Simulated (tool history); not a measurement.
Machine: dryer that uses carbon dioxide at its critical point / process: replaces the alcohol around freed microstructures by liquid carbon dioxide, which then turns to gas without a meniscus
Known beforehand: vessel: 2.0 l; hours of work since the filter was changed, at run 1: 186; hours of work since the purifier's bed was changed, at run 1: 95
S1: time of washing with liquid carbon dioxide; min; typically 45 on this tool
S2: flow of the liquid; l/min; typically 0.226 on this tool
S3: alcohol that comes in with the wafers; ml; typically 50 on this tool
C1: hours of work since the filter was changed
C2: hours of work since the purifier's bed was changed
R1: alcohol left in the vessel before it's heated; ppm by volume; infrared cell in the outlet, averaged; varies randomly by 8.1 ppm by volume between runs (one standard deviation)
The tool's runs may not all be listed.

run 1 hour=0.0 | S1=45 S2=0.226 S3=50 | C1=186 C2=95 | R1=582
run 2 hour=13.5 | S1=45 S2=0.226 S3=50 | C1=195 C2=103 | R1=596
run 3 hour=23.0 | S1=45 S2=0.226 S3=50 | C1=201 C2=109 | R1=618
run 4 hour=32.8 | S1=45 S2=0.226 S3=50 | C1=207 C2=115 | R1=588
run 5 hour=44.3 | S1=45 S2=0.226 S3=50 | C1=214 C2=122 | R1=602
run 6 hour=56.7 | S1=45 S2=0.226 S3=50 | C1=221 C2=130 | R1=626
run 7 hour=65.4 | S1=61 S2=0.226 S3=50 | C1=227 C2=135 | R1=183
run 8 hour=76.6 | S1=61 S2=0.226 S3=50 | C1=234 C2=142 | R1=180
run 9 hour=87.5 | S1=61 S2=0.226 S3=50 | C1=240 C2=149 | R1=197
run 10 hour=100.8 | S1=45 S2=0.226 S3=50 | C1=249 C2=157 | R1=656
run 11 hour=114.7 | S1=45 S2=0.226 S3=50 | C1=257 C2=166 | R1=655
run 12 hour=124.1 | S1=45 S2=0.226 S3=50 | C1=263 C2=171 | R1=657
run 13 hour=132.4 | S1=45 S2=0.226 S3=33 | C1=268 C2=176 | R1=449
run 14 hour=141.7 | S1=45 S2=0.226 S3=38 | C1=274 C2=182 | R1=524
run 15 hour=152.0 | S1=45 S2=0.226 S3=38 | C1=280 C2=188 | R1=526
run 16 hour=165.0 | S1=45 S2=0.226 S3=50 | C1=288 C2=197 | R1=710
run 17 hour=179.0 | S1=45 S2=0.226 S3=50 | C1=297 C2=205 | R1=724
-- hour=185.6 inlet filter changed
run 18 hour=191.7 | S1=45 S2=0.226 S3=50 | C1=4 C2=212 | R1=459
run 19 hour=204.5 | S1=45 S2=0.226 S3=50 | C1=12 C2=220 | R1=449
run 20 hour=210.2 | S1=45 S2=0.226 S3=50 | C1=15 C2=224 | R1=450
run 21 hour=221.4 | S1=45 S2=0.226 S3=50 | C1=22 C2=231 | R1=439
run 22 hour=234.9 | S1=45 S2=0.226 S3=50 | C1=30 C2=239 | R1=477
run 23 hour=248.5 | S1=45 S2=0.226 S3=50 | C1=39 C2=247 | R1=484
run 24 hour=255.8 | S1=36 S2=0.192 S3=25 | C1=43 C2=252 | R1=824
run 25 hour=265.2 | S1=54 S2=0.168 S3=25 | C1=49 C2=258 | R1=369
run 26 hour=274.9 | S1=54 S2=0.209 S3=53 | C1=55 C2=264 | R1=339
run 27 hour=283.3 | S1=54 S2=0.209 S3=53 | C1=60 C2=269 | R1=340
run 28 hour=293.5 | S1=45 S2=0.226 S3=25 | C1=66 C2=275 | R1=263
run 29 hour=303.8 | S1=69 S2=0.268 S3=84 | C1=73 C2=281 | R1=59
run 30 hour=317.0 | S1=69 S2=0.152 S3=52 | C1=81 C2=290 | R1=465
run 31 hour=323.7 | S1=28 S2=0.259 S3=52 | C1=85 C2=294 | R1=1558
run 32 hour=332.4 | S1=45 S2=0.311 S3=50 | C1=90 C2=299 | R1=138
run 33 hour=340.3 | S1=45 S2=0.311 S3=50 | C1=95 C2=304 | R1=151
run 34 hour=349.1 | S1=29 S2=0.226 S3=50 | C1=101 C2=309 | R1=2001
run 35 hour=358.8 | S1=47 S2=0.222 S3=50 | C1=107 C2=315 | R1=487
run 36 hour=364.7 | S1=47 S2=0.222 S3=50 | C1=110 C2=319 | R1=487
run 37 hour=375.8 | S1=31 S2=0.354 S3=78 | C1=117 C2=326 | R1=646
run 38 hour=387.2 | S1=40 S2=0.194 S3=22 | C1=124 C2=333 | R1=615
run 39 hour=399.3 | S1=58 S2=0.219 S3=50 | C1=132 C2=340 | R1=236
run 40 hour=407.8 | S1=67 S2=0.143 S3=45 | C1=137 C2=345 | R1=628
run 41 hour=421.4 | S1=71 S2=0.277 S3=22 | C1=145 C2=354 | R1=50
run 42 hour=435.1 | S1=48 S2=0.181 S3=35 | C1=154 C2=362 | R1=706
run 43 hour=449.1 | S1=48 S2=0.181 S3=35 | C1=162 C2=371 | R1=718
run 44 hour=458.5 | S1=30 S2=0.226 S3=23 | C1=168 C2=377 | R1=947
run 45 hour=465.7 | S1=45 S2=0.230 S3=21 | C1=172 C2=381 | R1=253
run 46 hour=478.5 | S1=54 S2=0.187 S3=34 | C1=180 C2=389 | R1=434

Each row is a separate what-if for the run after 46, all from the same tool condition, not one after another. Results?
run A hour=484.5 | S1=54 S2=0.373 S3=43 | C1=184 C2=393 | R1=?
run B hour=484.5 | S1=34 S2=0.187 S3=50 | C1=184 C2=393 | R1=?
run C hour=484.5 | S1=65 S2=0.176 S3=30 | C1=184 C2=393 | R1=?
run D hour=484.5 | S1=45 S2=0.174 S3=24 | C1=184 C2=393 | R1=?
run E hour=484.5 | S1=38 S2=0.226 S3=96 | C1=184 C2=393 | R1=?

run=A R1=56
run=B R1=2383
run=C R1=257
run=D R1=689
run=E R1=1984
What these runs would have given with no unlogged condition in the tool:
run=A R1=11
run=B R1=1930
run=C R1=157
run=D R1=512
run=E R1=1493
